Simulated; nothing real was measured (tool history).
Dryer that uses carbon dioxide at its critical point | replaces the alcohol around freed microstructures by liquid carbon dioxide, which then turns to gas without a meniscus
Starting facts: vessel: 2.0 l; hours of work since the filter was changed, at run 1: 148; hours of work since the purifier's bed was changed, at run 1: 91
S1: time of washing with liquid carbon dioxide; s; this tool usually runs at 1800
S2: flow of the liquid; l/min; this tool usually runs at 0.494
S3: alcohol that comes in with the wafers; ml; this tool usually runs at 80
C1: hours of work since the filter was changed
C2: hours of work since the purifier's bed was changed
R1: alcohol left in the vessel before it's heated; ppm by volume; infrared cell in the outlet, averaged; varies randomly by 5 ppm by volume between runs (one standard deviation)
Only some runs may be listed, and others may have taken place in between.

| run | day | S1 | S2 | S3 | C1 | C2 | R1 |
|---|---|---|---|---|---|---|---|
| 1 | 0 | 1800 | 0.494 | 80 | 148 | 91 | 93 |
| 2 | 0.479 | 1800 | 0.494 | 80 | 154 | 97 | 97 |
|  | 0.646 | inlet filter changed |
| 3 | 1.167 | 1800 | 0.494 | 80 | 6 | 105 | 70 |
| 4 | 1.583 | 1800 | 0.494 | 80 | 12 | 110 | 77 |
| 5 | 2.142 | 1800 | 0.52 | 80 | 18 | 117 | 57 |
| 6 | 2.633 | 1800 | 0.52 | 80 | 24 | 123 | 78 |
| 7 | 2.95 | 1800 | 0.494 | 80 | 28 | 127 | 78 |
| 8 | 3.238 | 1800 | 0.388 | 80 | 32 | 130 | 239 |
| 9 | 3.538 | 1800 | 0.388 | 80 | 36 | 134 | 232 |
| 10 | 3.888 | 1800 | 0.388 | 80 | 40 | 138 | 226 |
| 11 | 4.325 | 1800 | 0.494 | 36 | 45 | 144 | 65 |
| 12 | 4.846 | 1800 | 0.494 | 36 | 52 | 150 | 67 |
| 13 | 5.217 | 1800 | 0.494 | 36 | 56 | 155 | 64 |
| 14 | 5.692 | 1800 | 0.811 | 23 | 62 | 160 | 54 |
| 15 | 6.304 | 2760 | 0.41 | 26 | 70 | 168 | 49 |
| 16 | 6.933 | 1380 | 0.317 | 35 | 77 | 176 | 720 |
| 17 | 7.225 | 1380 | 0.317 | 47 | 81 | 179 | 989 |
| 18 | 7.717 | 1680 | 0.603 | 70 | 87 | 185 | 79 |
| 19 | 8.362 | 1680 | 0.603 | 70 | 95 | 193 | 68 |
| 20 | 9.054 | 1680 | 0.603 | 70 | 103 | 202 | 80 |
| 21 | 9.604 | 2340 | 0.306 | 45 | 110 | 209 | 189 |
| 22 | 10.208 | 1800 | 0.828 | 80 | 118 | 216 | 53 |
| 23 | 10.638 | 1800 | 0.828 | 80 | 123 | 221 | 65 |
| 24 | 11.258 | 1680 | 0.57 | 22 | 131 | 229 | 64 |
| 25 | 11.725 | 1680 | 0.57 | 22 | 136 | 235 | 71 |

What if the next run were any one of these 4? Each begins from the tool's condition after run 25:
| A | 12.221 | 1200 | 0.339 | 80 | 142 | 241 | ? |
| B | 12.221 | 1200 | 0.572 | 79 | 142 | 241 | ? |
| C | 12.221 | 2880 | 0.478 | 22 | 142 | 241 | ? |
| D | 12.221 | 2220 | 0.309 | 80 | 142 | 241 | ? |

| run | R1 |
|---|---|
| A | 2223 |
| B | 328 |
| C | 71 |
| D | 378 |
With no hidden state in the tool, these same runs would have given:
| run | R1 |
|---|---|
| A | 1719 |
| B | 182 |
| C | 8 |
| D | 219 |
